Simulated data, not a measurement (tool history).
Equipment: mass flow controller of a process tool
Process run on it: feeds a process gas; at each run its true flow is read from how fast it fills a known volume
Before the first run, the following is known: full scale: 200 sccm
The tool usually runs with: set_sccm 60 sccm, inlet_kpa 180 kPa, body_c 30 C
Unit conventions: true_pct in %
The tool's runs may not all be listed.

run 1 hour=0 | set_sccm=60 inlet_kpa=180 body_c=30 | true_pct=99.27
-- hour=106.6 controller's zero set anew
run 2 hour=234.1 | set_sccm=60 inlet_kpa=180 body_c=30 | true_pct=99.13
run 3 hour=533.2 | set_sccm=60 inlet_kpa=180 body_c=32 | true_pct=99.18
run 4 hour=835.2 | set_sccm=53 inlet_kpa=180 body_c=30 | true_pct=98.97
-- hour=1074.9 controller exchanged for a calibrated one
run 5 hour=1129.9 | set_sccm=53 inlet_kpa=180 body_c=30 | true_pct=99
run 6 hour=1440.2 | set_sccm=53 inlet_kpa=180 body_c=30 | true_pct=98.81
run 7 hour=1754.1 | set_sccm=60 inlet_kpa=216 body_c=30 | true_pct=98.74
run 8 hour=2046.3 | set_sccm=60 inlet_kpa=216 body_c=30 | true_pct=98.79
run 9 hour=2344.6 | set_sccm=60 inlet_kpa=216 body_c=30 | true_pct=98.66
run 10 hour=2496.1 | set_sccm=60 inlet_kpa=216 body_c=30 | true_pct=98.6
run 11 hour=2702.8 | set_sccm=42 inlet_kpa=144 body_c=21 | true_pct=98.57
run 12 hour=2902.1 | set_sccm=60 inlet_kpa=180 body_c=27 | true_pct=98.43
run 13 hour=3204.6 | set_sccm=60 inlet_kpa=180 body_c=27 | true_pct=98.45
run 14 hour=3488.6 | set_sccm=52 inlet_kpa=176 body_c=38 | true_pct=98.76

Run 15 comes next. What will it give?
run 15 hour=3787.9 | set_sccm=60 inlet_kpa=180 body_c=28 | true_pct=?

{"run 15": {"true_pct": 98.41}}
With no hidden state in the tool, this same run would have given true_pct 99.27 %.
